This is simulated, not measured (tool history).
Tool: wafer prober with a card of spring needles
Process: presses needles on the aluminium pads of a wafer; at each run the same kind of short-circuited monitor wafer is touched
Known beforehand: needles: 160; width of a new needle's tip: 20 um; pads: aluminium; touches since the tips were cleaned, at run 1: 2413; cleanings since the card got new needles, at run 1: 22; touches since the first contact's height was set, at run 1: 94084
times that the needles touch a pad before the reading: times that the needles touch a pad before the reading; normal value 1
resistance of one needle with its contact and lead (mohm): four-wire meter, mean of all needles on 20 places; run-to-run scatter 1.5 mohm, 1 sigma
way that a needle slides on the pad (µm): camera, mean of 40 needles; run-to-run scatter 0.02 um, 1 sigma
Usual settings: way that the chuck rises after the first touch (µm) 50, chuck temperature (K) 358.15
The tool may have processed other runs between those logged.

| run | hour | way that the chuck rises after the first touch (µm) | chuck temperature (K) | times that the needles touch a pad before the reading | touches since the tips were cleaned | cleanings since the card got new needles | touches since the first contact's height was set | resistance of one needle with its contact and lead (mohm) | way that a needle slides on the pad (µm) |
|---|---|---|---|---|---|---|---|---|---|
| 1 | 0 | 50 | 358.15 | 1 | 2413 | 22 | 94084 | 181 | 6.77 |
|  | 6.5 | tips cleaned on abrasive film |
| 2 | 15.6 | 50 | 358.15 | 1 | 2081 | 23 | 97630 | 179 | 6.8 |
|  | 23.3 | tips cleaned on abrasive film |
| 3 | 32.8 | 50 | 358.15 | 1 | 2172 | 24 | 101527 | 182 | 6.76 |
|  | 36.5 | height of the first contact set anew |
|  | 40.5 | tips cleaned on abrasive film |
| 4 | 49.3 | 38 | 358.15 | 1 | 1995 | 25 | 2887 | 204 | 5.25 |
|  | 58.1 | tips cleaned on abrasive film |
| 5 | 60.6 | 38 | 358.15 | 1 | 577 | 26 | 5465 | 165 | 5.28 |
| 6 | 74.4 | 43 | 358.15 | 2 | 3712 | 26 | 8600 | 188 | 5.92 |
|  | 75.5 | tips cleaned on abrasive film |
| 7 | 86.1 | 43 | 298.15 | 2 | 2418 | 27 | 11248 | 168 | 5.93 |

Predict the results of run 8:
|  | 92.9 | tips cleaned on abrasive film |
| 8 | 94.9 | 43 | 343.15 | 2 | 468 | 28 | 13245 | ? | ? |

resistance of one needle with its contact and lead (mohm): 149
way that a needle slides on the pad (µm): 5.97
On a tool with no hidden condition, and with the same random variation, this run would have come out at resistance of one needle with its contact and lead (mohm) 136, way that a needle slides on the pad (µm) 5.99.
